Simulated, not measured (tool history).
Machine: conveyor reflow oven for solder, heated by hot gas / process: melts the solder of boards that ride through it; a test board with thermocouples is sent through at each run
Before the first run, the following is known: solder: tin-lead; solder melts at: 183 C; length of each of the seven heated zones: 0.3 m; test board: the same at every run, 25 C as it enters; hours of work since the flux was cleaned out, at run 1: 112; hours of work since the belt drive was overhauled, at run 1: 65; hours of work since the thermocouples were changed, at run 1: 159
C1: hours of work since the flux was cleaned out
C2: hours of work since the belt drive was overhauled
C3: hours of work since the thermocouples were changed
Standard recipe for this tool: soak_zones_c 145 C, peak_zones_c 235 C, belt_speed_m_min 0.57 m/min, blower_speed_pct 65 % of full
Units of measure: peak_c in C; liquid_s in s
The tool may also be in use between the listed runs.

Run 1, hour 0: usual settings; C1 112; C2 65; C3 159. Result: peak_c 220.7 C, liquid_s 51.9 s.
Run 2, hour 6.6: usual settings; C1 116; C2 69; C3 162. Result: peak_c 220.5 C, liquid_s 51.8 s.
Run 3, hour 12: usual settings; C1 119; C2 72; C3 165. Result: peak_c 220.7 C, liquid_s 51.8 s.
Run 4, hour 21.9: usual settings; C1 124; C2 78; C3 171. Result: peak_c 220.7 C, liquid_s 51.8 s.
Run 5, hour 29.3: usual settings; C1 129; C2 82; C3 175. Result: peak_c 220.7 C, liquid_s 51.4 s.
Run 6, hour 38.5: usual settings; C1 134; C2 87; C3 181. Result: peak_c 220.6 C, liquid_s 51.9 s.
Run 7, hour 43.6: usual settings; C1 137; C2 90; C3 184. Result: peak_c 220.3 C, liquid_s 51.7 s.
Run 8, hour 48.9: usual settings but soak_zones_c 134 C, peak_zones_c 246 C, belt_speed_m_min 0.496 m/min, blower_speed_pct 60 % of full; C1 140; C2 93; C3 187. Result: peak_c 231.6 C, liquid_s 62.8 s.
Run 9, hour 53.2: usual settings but soak_zones_c 134 C, peak_zones_c 246 C, belt_speed_m_min 0.496 m/min, blower_speed_pct 60 % of full; C1 143; C2 96; C3 189. Result: peak_c 231.9 C, liquid_s 62.5 s.
Run 10, hour 60.2: usual settings but soak_zones_c 142 C, peak_zones_c 238 C; C1 147; C2 100; C3 193. Result: peak_c 222.7 C, liquid_s 52.4 s.
Run 11, hour 65.6: usual settings but soak_zones_c 142 C, peak_zones_c 238 C; C1 150; C2 103; C3 196. Result: peak_c 222.7 C, liquid_s 51.9 s.
Run 12, hour 70.4: usual settings but soak_zones_c 142 C, peak_zones_c 226 C; C1 152; C2 106; C3 199. Result: peak_c 212.1 C, liquid_s 45.5 s.
Run 13, hour 75.4: usual settings but soak_zones_c 142 C, peak_zones_c 226 C; C1 155; C2 109; C3 202. Result: peak_c 212 C, liquid_s 45.8 s.
Run 14, hour 84.8: usual settings but soak_zones_c 142 C, peak_zones_c 226 C; C1 161; C2 114; C3 207. Result: peak_c 212 C, liquid_s 45.2 s.

Here are 5 independent what-if runs from the current tool condition. What would each one return?
Run A, hour 89: usual settings but soak_zones_c 156 C, peak_zones_c 226 C, belt_speed_m_min 0.528 m/min; C1 163; C2 117; C3 210. Result: peak_c ?, liquid_s ?.
Run B, hour 89: usual settings but soak_zones_c 142 C, peak_zones_c 226 C, blower_speed_pct 59 % of full; C1 163; C2 117; C3 210. Result: peak_c ?, liquid_s ?.
Run C, hour 89: usual settings but soak_zones_c 142 C, peak_zones_c 226 C, belt_speed_m_min 0.542 m/min, blower_speed_pct 61 % of full; C1 163; C2 117; C3 210. Result: peak_c ?, liquid_s ?.
Run D, hour 89: usual settings but soak_zones_c 142 C, peak_zones_c 223 C; C1 163; C2 117; C3 210. Result: peak_c ?, liquid_s ?.
Run E, hour 89: usual settings but soak_zones_c 142 C, peak_zones_c 226 C, belt_speed_m_min 0.599 m/min; C1 163; C2 117; C3 210. Result: peak_c ?, liquid_s ?.

run  peak_c  liquid_s
  A     216      57.7
  B   210.5        44
  C   212.4      48.4
  D     209      43.6
  E   210.4      41.9
Had the tool no hidden state, the same runs would have come out as:
run  peak_c  liquid_s
  A     217      58.2
  B   211.5      44.9
  C   213.5      49.2
  D   210.1      44.5
  E   211.5      42.7
